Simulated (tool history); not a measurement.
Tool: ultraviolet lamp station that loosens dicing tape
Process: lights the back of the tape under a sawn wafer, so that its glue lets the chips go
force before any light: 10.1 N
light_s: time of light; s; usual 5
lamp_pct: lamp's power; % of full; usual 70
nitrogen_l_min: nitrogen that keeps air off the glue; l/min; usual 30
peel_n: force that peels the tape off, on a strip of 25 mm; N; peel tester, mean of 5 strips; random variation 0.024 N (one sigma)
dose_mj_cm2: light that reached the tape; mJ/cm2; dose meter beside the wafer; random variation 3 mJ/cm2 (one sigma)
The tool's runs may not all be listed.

run,hour,light_s,lamp_pct,nitrogen_l_min,peel_n,dose_mj_cm2
1,0.0,5,70,30,2.198,316
2,32.0,3,70,30,4.085,188
3,51.7,5,70,30,2.344,311
4,86.5,5,70,30,2.314,298
5,113.2,5,70,30,2.357,299
6,142.5,5,70,30,2.452,288
7,167.2,5,70,30,2.491,287
8,189.1,5,70,30,2.459,283
# hour 206.0: window cleaned of glue's vapour
9,213.1,5,70,30,2.254,308
10,232.1,5,70,30,2.253,301
# hour 238.4: lamp changed
11,252.4,3,70,30,2.809,256
12,291.4,5,70,30,1.332,428
13,320.2,5,70,30,1.343,420
14,350.8,5,70,30,1.401,409
15,381.0,5,70,30,1.476,407
16,399.3,5,70,30,1.428,406
17,427.8,5,70,30,1.501,398
18,456.4,2,73,50,4.033,167
19,480.7,6,80,32,0.807,534
20,507.5,6,80,32,0.823,523
21,534.5,6,80,32,0.860,517
22,556.5,6,80,32,0.876,519
23,593.3,6,80,32,0.867,502
24,615.0,6,80,32,0.899,496
# hour 631.4: window cleaned of glue's vapour
25,656.2,4,69,30,2.354,305
26,676.7,8,69,15,1.103,605
27,700.7,7,72,30,0.804,542
28,734.7,5,70,30,1.614,373
29,771.7,5,77,26,1.596,398
30,800.1,5,77,26,1.701,396
31,821.3,5,77,26,1.687,390
32,851.2,5,87,28,1.363,433

Some steps in peel_n between neighbouring runs. How much of each would the tool show without its hidden state too (settings, what came in, random variation), and how much is left for the hidden state, with any gauge scatter that isn't in both results?
The hidden state here: lamp's light, % of a new lamp's; light that the window lets through, % of a clean one's; drift of the gauge itself on peel_n, %; drift of the gauge itself on dose_mj_cm2, %.
Run 1 -> 2: light_s 5 -> 3. peel_n +1.887 N: hidden state +0.353, all else +1.534.
Run 10 -> 11: light_s 5 -> 3, lamp changed. peel_n +0.556 N: hidden state -0.978, all else +1.534.
Run 17 -> 18: light_s 5 -> 2, lamp_pct 70 -> 73, nitrogen_l_min 30 -> 50. peel_n +2.532 N: hidden state +0.191, all else +2.341.
Run 18 -> 19: light_s 2 -> 6, lamp_pct 73 -> 80, nitrogen_l_min 50 -> 32. peel_n -3.226 N: hidden state -0.260, all else -2.966.
